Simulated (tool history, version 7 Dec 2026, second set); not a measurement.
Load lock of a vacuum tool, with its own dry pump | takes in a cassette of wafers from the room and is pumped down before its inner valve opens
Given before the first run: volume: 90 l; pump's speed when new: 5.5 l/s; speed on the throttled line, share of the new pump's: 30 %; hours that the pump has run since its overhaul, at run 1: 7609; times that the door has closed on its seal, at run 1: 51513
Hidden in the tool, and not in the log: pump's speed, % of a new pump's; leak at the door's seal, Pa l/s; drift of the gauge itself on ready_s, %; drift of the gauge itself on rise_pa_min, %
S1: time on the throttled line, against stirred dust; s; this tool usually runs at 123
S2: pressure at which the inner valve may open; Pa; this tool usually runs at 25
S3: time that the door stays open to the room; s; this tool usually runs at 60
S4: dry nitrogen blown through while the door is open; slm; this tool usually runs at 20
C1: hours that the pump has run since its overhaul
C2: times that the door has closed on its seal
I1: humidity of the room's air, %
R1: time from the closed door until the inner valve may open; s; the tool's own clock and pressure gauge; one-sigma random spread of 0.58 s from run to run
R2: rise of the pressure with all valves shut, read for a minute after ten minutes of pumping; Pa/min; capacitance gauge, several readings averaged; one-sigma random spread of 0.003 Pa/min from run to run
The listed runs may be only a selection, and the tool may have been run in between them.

Run 1, day 0: usual settings; C1 7609; C2 51513; I1 45.4. Result: R1 229.7 s, R2 0.285 Pa/min.
Run 2, day 5.196: usual settings; C1 7733; C2 52125; I1 43.7. Result: R1 229.3 s, R2 0.28 Pa/min.
Run 3, day 12.888: usual settings; C1 7918; C2 53032; I1 42.3. Result: R1 228.7 s, R2 0.287 Pa/min.
Run 4, day 17.008: usual settings; C1 8017; C2 53518; I1 45.2. Result: R1 230.1 s, R2 0.292 Pa/min.
Run 5, day 20.946: usual settings; C1 8111; C2 53982; I1 41.6. Result: R1 230.6 s, R2 0.293 Pa/min.
Run 6, day 25.975: usual settings but S4 6 slm; C1 8232; C2 54575; I1 40.3. Result: R1 230.6 s, R2 0.313 Pa/min.
At day 27.779: door's seal changed, seat wiped.
Run 7, day 31.771: usual settings but S4 6 slm; C1 8370; C2 470; I1 47. Result: R1 230.2 s, R2 0.055 Pa/min.
Run 8, day 39.562: usual settings but S4 6 slm; C1 8557; C2 1389; I1 44.3. Result: R1 230.2 s, R2 0.054 Pa/min.
Run 9, day 46.475: usual settings but S1 198 s, S4 6 slm; C1 8723; C2 2204; I1 44.1. Result: R1 281.9 s, R2 0.054 Pa/min.
Run 10, day 51.812: usual settings; C1 8851; C2 2833; I1 45.6. Result: R1 231.2 s, R2 0.044 Pa/min.
Run 11, day 59.671: usual settings; C1 9039; C2 3759; I1 46.9. Result: R1 229.5 s, R2 0.045 Pa/min.
Run 12, day 66.929: usual settings; C1 9213; C2 4614; I1 43.6. Result: R1 229.7 s, R2 0.049 Pa/min.
Run 13, day 70.846: usual settings but S4 6 slm; C1 9307; C2 5076; I1 46. Result: R1 231.7 s, R2 0.059 Pa/min.
Run 14, day 75.229: usual settings; C1 9413; C2 5593; I1 48.8. Result: R1 230.6 s, R2 0.047 Pa/min.
Run 15, day 80.35: usual settings; C1 9536; C2 6197; I1 44.8. Result: R1 230.4 s, R2 0.046 Pa/min.
Run 16, day 86.021: usual settings; C1 9672; C2 6865; I1 48.3. Result: R1 230.9 s, R2 0.047 Pa/min.
Run 17, day 89.483: usual settings; C1 9755; C2 7273; I1 47.4. Result: R1 230.9 s, R2 0.053 Pa/min.
Run 18, day 92.758: usual settings; C1 9833; C2 7659; I1 41.8. Result: R1 230.2 s, R2 0.05 Pa/min.
Run 19, day 99: usual settings; C1 9983; C2 8394; I1 47.4. Result: R1 230.4 s, R2 0.056 Pa/min.
Run 20, day 104.025: usual settings but S1 231 s, S2 23 Pa, S4 7 slm; C1 10104; C2 8987; I1 43.7. Result: R1 307.1 s, R2 0.069 Pa/min.
Run 21, day 109.279: usual settings but S1 231 s, S2 22 Pa, S4 21 slm; C1 10230; C2 9606; I1 44.5. Result: R1 307.3 s, R2 0.05 Pa/min.
Run 22, day 115.988: usual settings but S1 118 s, S2 23 Pa, S3 148 s, S4 10 slm; C1 10391; C2 10397; I1 47.4. Result: R1 229.4 s, R2 0.095 Pa/min.
Run 23, day 121.992: usual settings but S1 118 s, S2 23 Pa, S3 148 s, S4 10 slm; C1 10535; C2 11104; I1 43.3. Result: R1 229.2 s, R2 0.088 Pa/min.
Run 24, day 128.083: usual settings but S1 63 s, S2 44 Pa; C1 10681; C2 11823; I1 42. Result: R1 181.2 s, R2 0.063 Pa/min.
Run 25, day 134.383: usual settings but S1 63 s, S2 44 Pa; C1 10832; C2 12565; I1 49.3. Result: R1 181 s, R2 0.072 Pa/min.
Run 26, day 139.896: usual settings but S1 72 s, S2 24 Pa, S3 35 s, S4 5 slm; C1 10965; C2 13215; I1 43.1. Result: R1 198.7 s, R2 0.07 Pa/min.
Run 27, day 146.65: usual settings but S1 72 s, S2 24 Pa, S3 35 s, S4 5 slm; C1 11127; C2 14011; I1 41.9. Result: R1 199.3 s, R2 0.066 Pa/min.
Run 28, day 151.571: usual settings but S1 185 s, S2 49 Pa, S3 95 s, S4 9 slm; C1 11245; C2 14591; I1 49.5. Result: R1 261.4 s, R2 0.104 Pa/min.
Run 29, day 155.025: usual settings but S3 57 s; C1 11328; C2 14998; I1 42.7. Result: R1 231.6 s, R2 0.067 Pa/min.
Run 30, day 162.821: usual settings but S2 35 Pa, S3 131 s, S4 5 slm; C1 11515; C2 15917; I1 38.9. Result: R1 227.1 s, R2 0.103 Pa/min.
Run 31, day 166.804: usual settings but S1 106 s, S2 50 Pa, S3 160 s, S4 12 slm; C1 11610; C2 16386; I1 42.4. Result: R1 209.2 s, R2 0.103 Pa/min.
Run 32, day 174.583: usual settings but S1 111 s, S2 26 Pa, S3 144 s, S4 12 slm; C1 11797; C2 17304; I1 44.1. Result: R1 223.3 s, R2 0.112 Pa/min.
Run 33, day 180.162: usual settings but S1 98 s, S2 21 Pa, S3 62 s, S4 8 slm; C1 11931; C2 17961; I1 42.2. Result: R1 218.2 s, R2 0.09 Pa/min.
Run 34, day 188.242: usual settings but S1 98 s, S2 21 Pa, S3 62 s, S4 8 slm; C1 12125; C2 18913; I1 47.5. Result: R1 219.2 s, R2 0.097 Pa/min.
Run 35, day 195.008: usual settings but S1 98 s, S2 46 Pa, S3 62 s, S4 8 slm; C1 12287; C2 19711; I1 46. Result: R1 204.6 s, R2 0.098 Pa/min.
Run 36, day 202.7: usual settings but S1 114 s, S3 131 s; C1 12472; C2 20618; I1 44. Result: R1 226.6 s, R2 0.104 Pa/min.
Run 37, day 207.221: usual settings but S4 35 slm; C1 12580; C2 21150; I1 51.2. Result: R1 232.9 s, R2 0.087 Pa/min.
Run 38, day 212.529: usual settings but S2 48 Pa, S4 35 slm; C1 12708; C2 21776; I1 46.6. Result: R1 220.8 s, R2 0.088 Pa/min.

For each entry between runs, how does the tool's hidden state at the last listed run before it compare with that at the first listed run after it?
In the gap between runs 6 and 7: door's seal changed, seat wiped (day 27.779)
  pump's speed, % of a new pump's: 94.7 -> 94.6; leak at the door's seal, Pa l/s: 0.4029 -> 0.0032
  what was measured, less what the result would be without the hidden state, R1: +6 -> +5.8 s; R2: +0.269 -> +0.001 Pa/min
